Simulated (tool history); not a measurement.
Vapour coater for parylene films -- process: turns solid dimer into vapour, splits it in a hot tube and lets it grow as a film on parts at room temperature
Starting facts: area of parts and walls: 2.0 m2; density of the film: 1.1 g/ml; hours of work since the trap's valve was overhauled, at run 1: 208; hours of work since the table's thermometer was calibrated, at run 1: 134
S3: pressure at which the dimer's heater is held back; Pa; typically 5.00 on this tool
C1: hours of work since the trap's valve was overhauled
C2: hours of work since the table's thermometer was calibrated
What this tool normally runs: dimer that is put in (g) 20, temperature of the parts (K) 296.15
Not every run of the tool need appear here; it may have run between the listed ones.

run 1 hour=0.0 | dimer_that_is_put_in_(g)=20 temperature_of_the_parts_(K)=296.15 S3=5.00 | C1=208 C2=134 | thickness_of_the_film_(nm)=6780
run 2 hour=34.6 | dimer_that_is_put_in_(g)=9 temperature_of_the_parts_(K)=296.15 S3=5.00 | C1=227 C2=152 | thickness_of_the_film_(nm)=3050
run 3 hour=70.6 | dimer_that_is_put_in_(g)=9 temperature_of_the_parts_(K)=296.15 S3=5.00 | C1=246 C2=171 | thickness_of_the_film_(nm)=3080
run 4 hour=112.4 | dimer_that_is_put_in_(g)=9 temperature_of_the_parts_(K)=296.15 S3=5.00 | C1=268 C2=193 | thickness_of_the_film_(nm)=2990
run 5 hour=149.0 | dimer_that_is_put_in_(g)=20 temperature_of_the_parts_(K)=296.15 S3=4.99 | C1=287 C2=212 | thickness_of_the_film_(nm)=6590
run 6 hour=173.3 | dimer_that_is_put_in_(g)=20 temperature_of_the_parts_(K)=296.15 S3=5.00 | C1=300 C2=225 | thickness_of_the_film_(nm)=6670
run 7 hour=195.5 | dimer_that_is_put_in_(g)=14 temperature_of_the_parts_(K)=296.15 S3=5.00 | C1=312 C2=237 | thickness_of_the_film_(nm)=4680
run 8 hour=240.5 | dimer_that_is_put_in_(g)=20 temperature_of_the_parts_(K)=296.15 S3=5.00 | C1=336 C2=261 | thickness_of_the_film_(nm)=6610
run 9 hour=274.9 | dimer_that_is_put_in_(g)=20 temperature_of_the_parts_(K)=296.15 S3=5.00 | C1=354 C2=279 | thickness_of_the_film_(nm)=6540
run 10 hour=323.8 | dimer_that_is_put_in_(g)=20 temperature_of_the_parts_(K)=293.15 S3=5.00 | C1=380 C2=305 | thickness_of_the_film_(nm)=6900
run 11 hour=375.8 | dimer_that_is_put_in_(g)=20 temperature_of_the_parts_(K)=293.15 S3=5.00 | C1=407 C2=332 | thickness_of_the_film_(nm)=6830
run 12 hour=412.5 | dimer_that_is_put_in_(g)=20 temperature_of_the_parts_(K)=293.15 S3=5.00 | C1=426 C2=351 | thickness_of_the_film_(nm)=6760
run 13 hour=459.1 | dimer_that_is_put_in_(g)=9 temperature_of_the_parts_(K)=300.15 S3=11.52 | C1=451 C2=376 | thickness_of_the_film_(nm)=2250
run 14 hour=481.4 | dimer_that_is_put_in_(g)=20 temperature_of_the_parts_(K)=297.15 S3=4.08 | C1=463 C2=388 | thickness_of_the_film_(nm)=6450
run 15 hour=517.5 | dimer_that_is_put_in_(g)=12 temperature_of_the_parts_(K)=296.15 S3=2.40 | C1=482 C2=407 | thickness_of_the_film_(nm)=4470
run 16 hour=548.1 | dimer_that_is_put_in_(g)=12 temperature_of_the_parts_(K)=296.15 S3=2.40 | C1=498 C2=423 | thickness_of_the_film_(nm)=4430
-- hour=586.2 trap's valve overhauled
run 17 hour=604.7 | dimer_that_is_put_in_(g)=26 temperature_of_the_parts_(K)=307.15 S3=6.49 | C1=10 C2=451 | thickness_of_the_film_(nm)=6980

Below are 3 alternative next runs, each starting from the tool's condition after run 17. Predict each:
run A hour=627.8 | dimer_that_is_put_in_(g)=25 temperature_of_the_parts_(K)=289.15 S3=2.88 | C1=22 C2=463 | thickness_of_the_film_(nm)=?
run B hour=627.8 | dimer_that_is_put_in_(g)=26 temperature_of_the_parts_(K)=307.15 S3=5.47 | C1=22 C2=463 | thickness_of_the_film_(nm)=?
run C hour=627.8 | dimer_that_is_put_in_(g)=26 temperature_of_the_parts_(K)=289.15 S3=6.49 | C1=22 C2=463 | thickness_of_the_film_(nm)=?

run=A thickness_of_the_film_(nm)=11250
run=B thickness_of_the_film_(nm)=7220
run=C thickness_of_the_film_(nm)=10000
Without the tool's hidden state the same runs would have given:
run=A thickness_of_the_film_(nm)=11320
run=B thickness_of_the_film_(nm)=7270
run=C thickness_of_the_film_(nm)=10060

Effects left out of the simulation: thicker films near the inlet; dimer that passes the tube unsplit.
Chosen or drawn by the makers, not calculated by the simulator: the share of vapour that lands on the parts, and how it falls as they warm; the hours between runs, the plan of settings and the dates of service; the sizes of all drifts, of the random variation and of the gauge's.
